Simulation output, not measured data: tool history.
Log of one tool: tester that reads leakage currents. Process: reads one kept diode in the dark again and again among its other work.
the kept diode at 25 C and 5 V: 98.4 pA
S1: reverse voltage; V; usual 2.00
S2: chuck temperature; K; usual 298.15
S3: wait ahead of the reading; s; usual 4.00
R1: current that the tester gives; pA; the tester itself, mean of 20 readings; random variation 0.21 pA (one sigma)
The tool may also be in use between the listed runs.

{"run": 1, "hour": 0.0, "S1": 2.0, "S2": 298.15, "S3": 4.0, "R1": 73.55}
{"hour": 287.8, "done": "chuck's temperature calibrated"}
{"run": 2, "hour": 287.8, "S1": 16.57, "S2": 298.15, "S3": 4.0, "R1": 163.57}
{"run": 3, "hour": 561.1, "S1": 2.0, "S2": 298.15, "S3": 4.0, "R1": 69.63}
{"run": 4, "hour": 852.0, "S1": 2.0, "S2": 298.15, "S3": 4.0, "R1": 71.38}
{"run": 5, "hour": 1052.9, "S1": 2.0, "S2": 322.15, "S3": 4.0, "R1": 371.11}
{"run": 6, "hour": 1320.1, "S1": 2.0, "S2": 322.15, "S3": 4.0, "R1": 378.63}
{"run": 7, "hour": 1472.4, "S1": 2.0, "S2": 298.15, "S3": 3.89, "R1": 74.65}
{"hour": 1573.0, "done": "chuck's temperature calibrated"}
{"run": 8, "hour": 1703.1, "S1": 2.0, "S2": 298.15, "S3": 3.89, "R1": 68.99}
{"run": 9, "hour": 1900.2, "S1": 2.0, "S2": 298.15, "S3": 4.0, "R1": 69.93}
{"run": 10, "hour": 2144.9, "S1": 2.0, "S2": 298.15, "S3": 4.0, "R1": 71.4}
{"run": 11, "hour": 2328.8, "S1": 2.0, "S2": 298.15, "S3": 4.0, "R1": 72.63}
{"hour": 2422.2, "done": "probe card cleaned and baked"}
{"run": 12, "hour": 2544.8, "S1": 2.0, "S2": 298.15, "S3": 4.0, "R1": 72.15}
{"run": 13, "hour": 2737.6, "S1": 2.0, "S2": 298.15, "S3": 4.0, "R1": 73.41}
{"hour": 2866.9, "done": "chuck's temperature calibrated"}
{"run": 14, "hour": 2873.4, "S1": 2.0, "S2": 298.15, "S3": 4.0, "R1": 68.2}
{"run": 15, "hour": 3135.9, "S1": 2.0, "S2": 298.15, "S3": 4.0, "R1": 69.34}
{"run": 16, "hour": 3312.0, "S1": 2.0, "S2": 298.15, "S3": 4.0, "R1": 70.0}
{"run": 17, "hour": 3473.0, "S1": 2.0, "S2": 298.15, "S3": 4.0, "R1": 70.97}
{"hour": 3495.8, "done": "tester calibrated"}
{"run": 18, "hour": 3634.3, "S1": 2.0, "S2": 298.15, "S3": 4.0, "R1": 71.31}
{"run": 19, "hour": 3794.7, "S1": 2.0, "S2": 298.15, "S3": 4.0, "R1": 72.17}
{"run": 20, "hour": 4055.1, "S1": 2.0, "S2": 298.15, "S3": 4.0, "R1": 73.51}
{"hour": 4158.6, "done": "chuck's temperature calibrated"}
{"run": 21, "hour": 4213.5, "S1": 1.99, "S2": 296.15, "S3": 7.43, "R1": 57.43}
{"run": 22, "hour": 4413.6, "S1": 1.99, "S2": 296.15, "S3": 7.43, "R1": 57.82}
{"run": 23, "hour": 4593.3, "S1": 2.0, "S2": 303.15, "S3": 7.95, "R1": 98.07}
{"hour": 4745.6, "done": "tester calibrated, once more"}
{"run": 24, "hour": 4864.1, "S1": 2.0, "S2": 303.15, "S3": 1.5, "R1": 103.14}
{"run": 25, "hour": 5022.4, "S1": 2.42, "S2": 320.15, "S3": 1.5, "R1": 356.9}
{"run": 26, "hour": 5213.7, "S1": 2.74, "S2": 298.15, "S3": 4.87, "R1": 83.62}
{"hour": 5447.6, "done": "chuck's temperature calibrated"}
{"run": 27, "hour": 5447.6, "S1": 2.74, "S2": 298.15, "S3": 4.87, "R1": 78.35}
{"run": 28, "hour": 5592.5, "S1": 2.74, "S2": 298.15, "S3": 4.87, "R1": 79.28}
{"run": 29, "hour": 5864.9, "S1": 6.45, "S2": 303.15, "S3": 0.77, "R1": 165.27}
{"run": 30, "hour": 6075.2, "S1": 6.45, "S2": 303.15, "S3": 0.77, "R1": 167.74}
{"run": 31, "hour": 6222.4, "S1": 6.45, "S2": 303.15, "S3": 0.77, "R1": 168.7}
{"run": 32, "hour": 6395.8, "S1": 6.45, "S2": 303.15, "S3": 0.77, "R1": 171.03}
{"hour": 6464.6, "done": "probe card cleaned and baked"}
{"run": 33, "hour": 6525.4, "S1": 4.06, "S2": 304.15, "S3": 0.43, "R1": 151.85}
{"hour": 6737.6, "done": "chuck's temperature calibrated"}
{"run": 34, "hour": 6739.7, "S1": 3.14, "S2": 296.15, "S3": 2.73, "R1": 70.24}
{"run": 35, "hour": 6976.7, "S1": 2.81, "S2": 298.15, "S3": 0.57, "R1": 79.9}
{"run": 36, "hour": 7159.2, "S1": 2.81, "S2": 298.15, "S3": 0.57, "R1": 81.18}
{"run": 37, "hour": 7440.9, "S1": 2.81, "S2": 297.15, "S3": 0.35, "R1": 77.17}
{"run": 38, "hour": 7697.4, "S1": 1.63, "S2": 295.15, "S3": 0.35, "R1": 54.28}

Forecast each of these 4 alternatives for the next run:
{"run": "A", "hour": 7842.3, "S1": 1.63, "S2": 295.15, "S3": 0.95, "R1": "?"}
{"run": "B", "hour": 7842.3, "S1": 7.42, "S2": 312.15, "S3": 2.48, "R1": "?"}
{"run": "C", "hour": 7842.3, "S1": 2.0, "S2": 298.15, "S3": 1.67, "R1": "?"}
{"run": "D", "hour": 7842.3, "S1": 1.48, "S2": 298.15, "S3": 0.35, "R1": "?"}

run=A R1=54.28
run=B R1=332.67
run=C R1=73.33
run=D R1=65.92
Without the tool's hidden state the same runs would have given:
run=A R1=50.50
run=B R1=312.49
run=C R1=68.36
run=D R1=61.55
